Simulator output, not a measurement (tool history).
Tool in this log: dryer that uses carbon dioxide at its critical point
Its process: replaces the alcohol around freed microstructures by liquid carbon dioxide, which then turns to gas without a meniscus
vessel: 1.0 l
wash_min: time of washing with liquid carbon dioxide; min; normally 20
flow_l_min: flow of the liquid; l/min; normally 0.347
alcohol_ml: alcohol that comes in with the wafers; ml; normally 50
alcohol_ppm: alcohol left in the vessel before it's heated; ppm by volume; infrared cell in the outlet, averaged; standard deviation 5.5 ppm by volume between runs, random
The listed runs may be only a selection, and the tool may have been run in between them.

run    day  wash_min  flow_l_min  alcohol_ml  alcohol_ppm
  1      0        20       0.347          50          215
  2  0.242        20       0.347          50          222
  3  0.633        20       0.347          50          220
  4  1.038        20       0.347          50          214
  5  1.475        20       0.347          50          218
  6  1.792        20       0.347          50          217
  7  2.183        20       0.347          50          218
  8  2.667        15       0.347          50          772
  9  3.112        15       0.347          50          760
 10  3.317        20       0.347          50          231
 11   3.75        20       0.347          50          232
 12  4.088        20       0.347          50          233
 13  4.396        20       0.409          50          123
 14  4.712        20       0.505          73           91
 15  5.175        20       0.505          73           82
 16  5.492        20       0.505          73           90
 17  5.971        20       0.505          73           89
 18  6.221        14       0.561          47          136
 19  6.454        13        0.29          43         2203
 20  6.875        20       0.443          21           86
 21    7.1        20       0.443          21           94

4 options for the next run, each taken on its own from the tool as it stands now. Forecast them:
  A  7.354        22       0.318         111            ?
  B  7.354        20       0.269          20            ?
  C  7.354        20       0.271          21            ?
  D  7.354        16        0.27          61            ?

run  alcohol_ppm
  A          455
  B          333
  C          362
  D         2033
Take away the tool's hidden state, keep each run's random variation, and the runs would have read:
run  alcohol_ppm
  A          311
  B          223
  C          248
  D         1725
